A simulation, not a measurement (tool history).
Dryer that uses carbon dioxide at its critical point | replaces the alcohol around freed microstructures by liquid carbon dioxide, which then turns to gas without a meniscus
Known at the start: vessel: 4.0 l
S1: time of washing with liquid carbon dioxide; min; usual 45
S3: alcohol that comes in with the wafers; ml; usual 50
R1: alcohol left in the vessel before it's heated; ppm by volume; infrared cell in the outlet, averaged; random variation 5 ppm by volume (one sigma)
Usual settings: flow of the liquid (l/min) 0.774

Run 1, hour 0: usual settings. Result: R1 54 ppm by volume.
Run 2, hour 23.8: usual settings. Result: R1 44 ppm by volume.
Run 3, hour 73.3: usual settings. Result: R1 55 ppm by volume.
Run 4, hour 117.3: usual settings but S3 28 ml. Result: R1 54 ppm by volume.
Run 5, hour 143.7: usual settings but S3 91 ml. Result: R1 67 ppm by volume.
Run 6, hour 199.4: usual settings but S3 91 ml. Result: R1 71 ppm by volume.
Run 7, hour 231.6: usual settings but S1 28 min, S3 91 ml. Result: R1 407 ppm by volume.
Run 8, hour 287.8: usual settings but flow of the liquid (l/min) 0.894, S3 74 ml. Result: R1 48 ppm by volume.
Run 9, hour 336.6: usual settings but S1 53 min, S3 28 ml. Result: R1 53 ppm by volume.
Run 10, hour 365.7: usual settings but S1 36 min, S3 54 ml. Result: R1 124 ppm by volume.
Run 11, hour 417: usual settings but S1 61 min, flow of the liquid (l/min) 0.944, S3 54 ml. Result: R1 57 ppm by volume.
Run 12, hour 448.2: usual settings but S1 31 min, flow of the liquid (l/min) 0.856, S3 41 ml. Result: R1 139 ppm by volume.

5 ways to go on from here, each from the tool as it stands after run 12. What would each give?
Run A, hour 477.8: usual settings but flow of the liquid (l/min) 0.794. Result: R1 ?.
Run B, hour 477.8: usual settings but S1 31 min, flow of the liquid (l/min) 0.856, S3 52 ml. Result: R1 ?.
Run C, hour 477.8: usual settings but flow of the liquid (l/min) 0.741, S3 54 ml. Result: R1 ?.
Run D, hour 477.8: usual settings but S1 64 min, flow of the liquid (l/min) 1.065, S3 38 ml. Result: R1 ?.
Run E, hour 477.8: usual settings but S1 69 min, flow of the liquid (l/min) 0.759. Result: R1 ?.

run   R1
  A   67
  B  154
  C   78
  D   60
  E   64
Without the tool's hidden state the same runs would have given:
run  R1
  A   7
  B  82
  C  16
  D   6
  E   9

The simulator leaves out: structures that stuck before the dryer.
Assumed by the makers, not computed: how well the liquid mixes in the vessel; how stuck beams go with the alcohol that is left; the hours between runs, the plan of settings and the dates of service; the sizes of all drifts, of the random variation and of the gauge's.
